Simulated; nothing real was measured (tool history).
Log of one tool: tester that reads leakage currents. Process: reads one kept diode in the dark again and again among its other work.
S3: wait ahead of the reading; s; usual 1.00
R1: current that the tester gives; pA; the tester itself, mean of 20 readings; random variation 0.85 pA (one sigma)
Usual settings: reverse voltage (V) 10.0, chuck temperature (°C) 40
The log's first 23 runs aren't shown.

run 24 hour=1732.2 | reverse_voltage_(V)=1.1 chuck_temperature_(°C)=39 S3=1.89 | R1=109.00
run 25 hour=1813.4 | reverse_voltage_(V)=3.5 chuck_temperature_(°C)=58 S3=1.89 | R1=596.69
run 26 hour=1894.4 | reverse_voltage_(V)=10.0 chuck_temperature_(°C)=40 S3=0.76 | R1=335.35
run 27 hour=1979.0 | reverse_voltage_(V)=10.0 chuck_temperature_(°C)=27 S3=0.76 | R1=151.79
run 28 hour=2049.9 | reverse_voltage_(V)=3.7 chuck_temperature_(°C)=27 S3=0.76 | R1=90.75
run 29 hour=2118.0 | reverse_voltage_(V)=3.7 chuck_temperature_(°C)=27 S3=0.76 | R1=91.28
run 30 hour=2171.1 | reverse_voltage_(V)=3.7 chuck_temperature_(°C)=27 S3=0.90 | R1=91.73
-- hour=2218.4 probe card cleaned and baked
run 31 hour=2245.6 | reverse_voltage_(V)=3.7 chuck_temperature_(°C)=27 S3=0.90 | R1=85.76
run 32 hour=2309.8 | reverse_voltage_(V)=1.7 chuck_temperature_(°C)=22 S3=1.69 | R1=41.59
run 33 hour=2372.9 | reverse_voltage_(V)=10.0 chuck_temperature_(°C)=40 S3=0.89 | R1=325.66
run 34 hour=2463.3 | reverse_voltage_(V)=10.0 chuck_temperature_(°C)=40 S3=0.89 | R1=325.61
run 35 hour=2533.8 | reverse_voltage_(V)=10.0 chuck_temperature_(°C)=40 S3=0.89 | R1=326.80
run 36 hour=2612.7 | reverse_voltage_(V)=10.0 chuck_temperature_(°C)=40 S3=0.89 | R1=327.45
-- hour=2684.9 chuck's temperature calibrated
run 37 hour=2709.1 | reverse_voltage_(V)=5.4 chuck_temperature_(°C)=50 S3=0.89 | R1=400.59
run 38 hour=2773.1 | reverse_voltage_(V)=5.4 chuck_temperature_(°C)=50 S3=0.89 | R1=403.67
run 39 hour=2863.8 | reverse_voltage_(V)=10.0 chuck_temperature_(°C)=40 S3=0.33 | R1=295.12
run 40 hour=2947.2 | reverse_voltage_(V)=5.7 chuck_temperature_(°C)=44 S3=0.64 | R1=285.52

3 ways to go on from here, each from the tool as it stands after run 40. What would each give?
run A hour=3043.8 | reverse_voltage_(V)=8.7 chuck_temperature_(°C)=44 S3=0.64 | R1=?
run B hour=3043.8 | reverse_voltage_(V)=10.6 chuck_temperature_(°C)=33 S3=1.88 | R1=?
run C hour=3043.8 | reverse_voltage_(V)=1.9 chuck_temperature_(°C)=49 S3=1.88 | R1=?

run=A R1=348.65
run=B R1=184.44
run=C R1=235.49
Without the tool's hidden state the same runs would have given:
run=A R1=343.19
run=B R1=180.50
run=C R1=232.50

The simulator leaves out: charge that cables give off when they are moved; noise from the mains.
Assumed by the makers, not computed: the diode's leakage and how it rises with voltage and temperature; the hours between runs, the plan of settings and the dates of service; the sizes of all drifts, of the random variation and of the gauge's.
